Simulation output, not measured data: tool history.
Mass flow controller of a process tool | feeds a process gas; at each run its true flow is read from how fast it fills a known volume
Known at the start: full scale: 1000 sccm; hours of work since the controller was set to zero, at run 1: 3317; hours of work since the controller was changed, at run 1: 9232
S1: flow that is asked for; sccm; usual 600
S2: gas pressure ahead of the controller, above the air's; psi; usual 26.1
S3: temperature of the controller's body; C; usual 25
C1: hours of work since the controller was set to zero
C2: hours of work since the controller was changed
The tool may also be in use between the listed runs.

{"run": 1, "hour": 0.0, "S1": 600, "S2": 26.1, "S3": 25, "C1": 3317, "C2": 9232, "true flow (%)": 99.66}
{"hour": 357.0, "done": "controller exchanged for a calibrated one"}
{"run": 2, "hour": 405.0, "S1": 262, "S2": 26.1, "S3": 25, "C1": 21, "C2": 21, "true flow (%)": 99.52}
{"run": 3, "hour": 743.9, "S1": 600, "S2": 26.1, "S3": 27, "C1": 170, "C2": 170, "true flow (%)": 99.7}
{"run": 4, "hour": 1271.4, "S1": 600, "S2": 26.1, "S3": 27, "C1": 401, "C2": 401, "true flow (%)": 99.88}
{"run": 5, "hour": 1830.0, "S1": 600, "S2": 26.1, "S3": 27, "C1": 646, "C2": 646, "true flow (%)": 100.02}
{"run": 6, "hour": 2119.2, "S1": 600, "S2": 26.1, "S3": 34, "C1": 772, "C2": 772, "true flow (%)": 99.23}
{"run": 7, "hour": 2406.2, "S1": 600, "S2": 23.1, "S3": 25, "C1": 898, "C2": 898, "true flow (%)": 100.21}
{"run": 8, "hour": 2793.3, "S1": 600, "S2": 23.1, "S3": 25, "C1": 1068, "C2": 1068, "true flow (%)": 100.28}
{"run": 9, "hour": 3171.4, "S1": 600, "S2": 26.1, "S3": 25, "C1": 1234, "C2": 1234, "true flow (%)": 100.45}
{"run": 10, "hour": 3447.5, "S1": 600, "S2": 29.0, "S3": 25, "C1": 1355, "C2": 1355, "true flow (%)": 100.51}
{"run": 11, "hour": 3886.5, "S1": 600, "S2": 31.8, "S3": 25, "C1": 1547, "C2": 1547, "true flow (%)": 100.69}
{"run": 12, "hour": 4180.2, "S1": 600, "S2": 31.8, "S3": 28, "C1": 1676, "C2": 1676, "true flow (%)": 100.51}
{"run": 13, "hour": 4761.7, "S1": 903, "S2": 31.8, "S3": 28, "C1": 1931, "C2": 1931, "true flow (%)": 100.83}
{"run": 14, "hour": 5062.4, "S1": 600, "S2": 26.1, "S3": 25, "C1": 2063, "C2": 2063, "true flow (%)": 100.88}
{"run": 15, "hour": 5387.4, "S1": 600, "S2": 26.1, "S3": 25, "C1": 2205, "C2": 2205, "true flow (%)": 100.98}
{"run": 16, "hour": 5824.9, "S1": 600, "S2": 32.5, "S3": 25, "C1": 2397, "C2": 2397, "true flow (%)": 101.25}
{"run": 17, "hour": 6203.4, "S1": 600, "S2": 32.5, "S3": 25, "C1": 2563, "C2": 2563, "true flow (%)": 101.41}
{"run": 18, "hour": 6584.6, "S1": 600, "S2": 32.5, "S3": 36, "C1": 2730, "C2": 2730, "true flow (%)": 100.21}
{"run": 19, "hour": 6918.0, "S1": 600, "S2": 32.5, "S3": 36, "C1": 2876, "C2": 2876, "true flow (%)": 100.3}
{"run": 20, "hour": 7303.1, "S1": 600, "S2": 26.1, "S3": 33, "C1": 3045, "C2": 3045, "true flow (%)": 100.55}
{"run": 21, "hour": 7571.4, "S1": 600, "S2": 26.1, "S3": 37, "C1": 3163, "C2": 3163, "true flow (%)": 100.07}

The next listed run, before its measurement:
{"run": 22, "hour": 7961.4, "S1": 600, "S2": 32.8, "S3": 21, "C1": 3334, "C2": 3334, "true flow (%)": "?"}

Run 22 gave true flow (%) 102.34.
Without the tool's hidden state the same run would have given true flow (%) 100.42.
